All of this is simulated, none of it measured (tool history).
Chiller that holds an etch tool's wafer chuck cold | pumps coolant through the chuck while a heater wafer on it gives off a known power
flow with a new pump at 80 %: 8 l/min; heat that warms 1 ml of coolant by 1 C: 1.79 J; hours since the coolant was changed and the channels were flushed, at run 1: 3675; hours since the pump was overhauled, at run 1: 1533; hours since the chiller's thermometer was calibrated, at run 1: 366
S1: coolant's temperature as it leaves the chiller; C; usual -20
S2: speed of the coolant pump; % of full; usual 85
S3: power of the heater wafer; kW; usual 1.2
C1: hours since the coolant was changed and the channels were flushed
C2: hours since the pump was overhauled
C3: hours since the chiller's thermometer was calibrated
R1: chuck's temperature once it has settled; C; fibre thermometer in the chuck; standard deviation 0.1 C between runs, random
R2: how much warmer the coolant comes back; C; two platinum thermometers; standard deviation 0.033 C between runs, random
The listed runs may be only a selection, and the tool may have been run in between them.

run 1 hour=0 | S1=-20 S2=85 S3=1.2 | C1=3675 C2=1533 C3=366 | R1=-11.9 R2=4.74
run 2 hour=26.8 | S1=-20 S2=85 S3=1.2 | C1=3702 C2=1560 C3=393 | R1=-12 R2=4.74
run 3 hour=56.9 | S1=-20 S2=85 S3=1.2 | C1=3732 C2=1590 C3=423 | R1=-12 R2=4.76
run 4 hour=95.9 | S1=-12 S2=85 S3=1.2 | C1=3771 C2=1629 C3=462 | R1=-3.8 R2=4.77
run 5 hour=122.1 | S1=-20 S2=85 S3=1.041 | C1=3797 C2=1655 C3=488 | R1=-13 R2=4.21
run 6 hour=152.2 | S1=-24 S2=85 S3=1.041 | C1=3827 C2=1685 C3=518 | R1=-16.9 R2=4.2
run 7 hour=183.5 | S1=-20 S2=85 S3=1.2 | C1=3859 C2=1717 C3=550 | R1=-11.8 R2=4.86
run 8 hour=219.3 | S1=-20 S2=85 S3=1.059 | C1=3894 C2=1752 C3=585 | R1=-13.1 R2=4.32
run 9 hour=238.1 | S1=-20 S2=85 S3=1.059 | C1=3913 C2=1771 C3=604 | R1=-12.8 R2=4.33
run 10 hour=263.6 | S1=-22 S2=85 S3=1.059 | C1=3939 C2=1797 C3=630 | R1=-14.8 R2=4.38
run 11 hour=286.4 | S1=-22 S2=85 S3=1.059 | C1=3962 C2=1819 C3=653 | R1=-14.9 R2=4.37
run 12 hour=322.6 | S1=-20 S2=85 S3=1.2 | C1=3998 C2=1856 C3=689 | R1=-11.9 R2=4.99
-- hour=352.3 gauge calibrated
run 13 hour=352.3 | S1=-20 S2=85 S3=1.2 | C1=4028 C2=1885 C3=718 | R1=-12 R2=4.71
run 14 hour=376.5 | S1=-20 S2=85 S3=1.2 | C1=4052 C2=1910 C3=743 | R1=-11.9 R2=4.74
run 15 hour=407.6 | S1=-20 S2=85 S3=1.2 | C1=4083 C2=1941 C3=774 | R1=-11.9 R2=4.77
run 16 hour=438 | S1=-20 S2=85 S3=1.2 | C1=4113 C2=1971 C3=804 | R1=-11.9 R2=4.8
run 17 hour=477.5 | S1=-20 S2=85 S3=1.2 | C1=4153 C2=2011 C3=844 | R1=-11.8 R2=4.87
run 18 hour=508.5 | S1=-20 S2=84 S3=0.733 | C1=4184 C2=2042 C3=875 | R1=-15 R2=2.98
run 19 hour=530.5 | S1=-28 S2=96 S3=0.862 | C1=4206 C2=2064 C3=897 | R1=-22.6 R2=3.11
run 20 hour=560.6 | S1=-28 S2=96 S3=0.862 | C1=4236 C2=2094 C3=927 | R1=-22.7 R2=3.15
run 21 hour=588 | S1=-28 S2=96 S3=0.862 | C1=4263 C2=2121 C3=954 | R1=-22.6 R2=3.18
run 22 hour=624.9 | S1=-26 S2=96 S3=1.032 | C1=4300 C2=2158 C3=991 | R1=-19.4 R2=3.78
run 23 hour=652.3 | S1=-13 S2=63 S3=1.697 | C1=4327 C2=2185 C3=1018 | R1=1.2 R2=9.15
run 24 hour=688.4 | S1=-13 S2=63 S3=1.697 | C1=4364 C2=2222 C3=1055 | R1=1.3 R2=9.16
run 25 hour=715 | S1=-20 S2=85 S3=1.762 | C1=4390 C2=2248 C3=1081 | R1=-8.2 R2=7.19
run 26 hour=733.9 | S1=-16 S2=93 S3=1.088 | C1=4409 C2=2267 C3=1100 | R1=-9 R2=4.16
run 27 hour=775.5 | S1=-27 S2=95 S3=1.176 | C1=4451 C2=2309 C3=1142 | R1=-19.7 R2=4.45
run 28 hour=815.2 | S1=-28 S2=61 S3=1.326 | C1=4490 C2=2348 C3=1181 | R1=-16.4 R2=7.51
run 29 hour=855.6 | S1=-28 S2=85 S3=0.789 | C1=4531 C2=2389 C3=1222 | R1=-22.8 R2=3.37
run 30 hour=876.6 | S1=-28 S2=85 S3=0.789 | C1=4552 C2=2410 C3=1243 | R1=-22.7 R2=3.4
run 31 hour=908 | S1=-14 S2=100 S3=1.542 | C1=4583 C2=2441 C3=1274 | R1=-4.8 R2=5.51
run 32 hour=944.5 | S1=-14 S2=100 S3=1.542 | C1=4620 C2=2478 C3=1311 | R1=-4.9 R2=5.5

For each entry between runs, how does the tool's hidden state at the last listed run before it compare with that at the first listed run after it?
Between runs 12 and 13: gauge calibrated (hour 352.3)
  drift of the gauge itself on warmer_back_c, C: 0.19 -> 0
  the result without the hidden state subtracted from the measured one, R2: +0.19 -> +0 C
